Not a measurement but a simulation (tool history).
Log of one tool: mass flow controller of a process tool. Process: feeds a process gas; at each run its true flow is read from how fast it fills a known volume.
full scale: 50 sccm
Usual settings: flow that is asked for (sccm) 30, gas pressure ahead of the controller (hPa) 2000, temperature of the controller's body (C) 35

| run | day | flow that is asked for (sccm) | gas pressure ahead of the controller (hPa) | temperature of the controller's body (C) | true flow (%) |
|---|---|---|---|---|---|
| 1 | 0.000 | 30 | 2000 | 35 | 100.39 |
| 2 | 6.983 | 30 | 2000 | 35 | 100.36 |
| 3 | 12.175 | 30 | 2000 | 35 | 100.35 |
| 4 | 16.167 | 30 | 2000 | 35 | 100.32 |
| 5 | 20.508 | 30 | 2000 | 35 | 100.38 |
| 6 | 23.579 | 30 | 2000 | 35 | 100.44 |
|  | 24.171 | controller's zero set anew |
| 7 | 26.688 | 30 | 2000 | 35 | 99.64 |
| 8 | 32.092 | 30 | 2000 | 38 | 99.68 |
|  | 34.667 | controller's zero set anew, once more |
| 9 | 37.204 | 5 | 1470 | 38 | 100.51 |
| 10 | 44.225 | 30 | 2000 | 21 | 101.90 |
| 11 | 50.079 | 30 | 2580 | 21 | 102.36 |
| 12 | 53.942 | 22 | 2210 | 21 | 101.87 |
| 13 | 60.533 | 7 | 1610 | 31 | 100.71 |
| 14 | 67.200 | 9 | 1730 | 35 | 100.75 |
| 15 | 72.196 | 33 | 2410 | 35 | 101.78 |
| 16 | 78.429 | 8 | 2410 | 35 | 100.97 |

Forecast each of these 4 alternatives for the next run:
| A | 85.321 | 6 | 1810 | 35 | ? |
| B | 85.321 | 30 | 1840 | 35 | ? |
| C | 85.321 | 30 | 2030 | 29 | ? |
| D | 85.321 | 18 | 2000 | 35 | ? |

| run | true flow (%) |
|---|---|
| A | 100.13 |
| B | 101.62 |
| C | 101.74 |
| D | 101.23 |
Without the tool's hidden state the same runs would have given:
| run | true flow (%) |
|---|---|
| A | 99.24 |
| B | 99.64 |
| C | 99.75 |
| D | 99.43 |
